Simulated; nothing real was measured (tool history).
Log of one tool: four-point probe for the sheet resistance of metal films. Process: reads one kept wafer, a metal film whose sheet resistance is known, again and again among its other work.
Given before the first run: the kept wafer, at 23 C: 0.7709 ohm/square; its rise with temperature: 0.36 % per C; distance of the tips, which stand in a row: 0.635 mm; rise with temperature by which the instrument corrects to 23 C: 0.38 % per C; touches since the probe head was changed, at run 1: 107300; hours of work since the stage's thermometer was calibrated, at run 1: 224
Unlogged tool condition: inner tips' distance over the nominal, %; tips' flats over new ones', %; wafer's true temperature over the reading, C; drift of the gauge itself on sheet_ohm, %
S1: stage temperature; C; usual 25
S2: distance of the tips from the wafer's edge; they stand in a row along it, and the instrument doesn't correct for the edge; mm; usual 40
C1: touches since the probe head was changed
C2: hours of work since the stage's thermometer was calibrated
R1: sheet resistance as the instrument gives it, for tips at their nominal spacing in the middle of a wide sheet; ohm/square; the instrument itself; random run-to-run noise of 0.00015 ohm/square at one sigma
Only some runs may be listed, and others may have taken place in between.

run 1 hour=0 | S1=25 S2=40 | C1=107300 C2=224 | R1=0.762066
run 2 hour=15 | S1=25 S2=40 | C1=108025 C2=233 | R1=0.762161
run 3 hour=26.8 | S1=25 S2=40 | C1=108595 C2=240 | R1=0.762102
run 4 hour=37.6 | S1=25 S2=40 | C1=109114 C2=246 | R1=0.761576
run 5 hour=48.9 | S1=25 S2=40 | C1=109662 C2=252 | R1=0.761774
-- hour=50.3 stage's thermometer calibrated
run 6 hour=62.3 | S1=25 S2=40 | C1=110287 C2=7 | R1=0.762062
run 7 hour=69.3 | S1=25 S2=40 | C1=110625 C2=11 | R1=0.762136
run 8 hour=80.3 | S1=25 S2=40 | C1=111155 C2=17 | R1=0.76201
-- hour=86.2 new probe head fitted
run 9 hour=96.2 | S1=27 S2=15 | C1=485 C2=26 | R1=0.767227
run 10 hour=111.2 | S1=27 S2=15 | C1=1208 C2=35 | R1=0.767134
run 11 hour=121.1 | S1=30 S2=61 | C1=1688 C2=40 | R1=0.765935
run 12 hour=128.7 | S1=21 S2=12 | C1=2053 C2=45 | R1=0.767978
run 13 hour=144.4 | S1=28 S2=24 | C1=2814 C2=54 | R1=0.766334
-- hour=146.6 stage's thermometer calibrated, once more
run 14 hour=160.2 | S1=32 S2=17 | C1=3550 C2=8 | R1=0.765759
run 15 hour=169 | S1=32 S2=17 | C1=3978 C2=13 | R1=0.765531

5 ways to go on from here, each from the tool as it stands after run 15. What would each give?
run A hour=177.4 | S1=31 S2=3 | C1=4381 C2=18 | R1=?
run B hour=177.4 | S1=28 S2=16 | C1=4381 C2=18 | R1=?
run C hour=177.4 | S1=26 S2=25 | C1=4381 C2=18 | R1=?
run D hour=177.4 | S1=28 S2=17 | C1=4381 C2=18 | R1=?
run E hour=177.4 | S1=30 S2=7 | C1=4381 C2=18 | R1=?

run=A R1=0.78353
run=B R1=0.766175
run=C R1=0.765988
run=D R1=0.765893
run=E R1=0.768903
Without the tool's unlogged condition, the same runs would have read:
run=A R1=0.78842
run=B R1=0.770966
run=C R1=0.770779
run=D R1=0.770682
run=E R1=0.773709

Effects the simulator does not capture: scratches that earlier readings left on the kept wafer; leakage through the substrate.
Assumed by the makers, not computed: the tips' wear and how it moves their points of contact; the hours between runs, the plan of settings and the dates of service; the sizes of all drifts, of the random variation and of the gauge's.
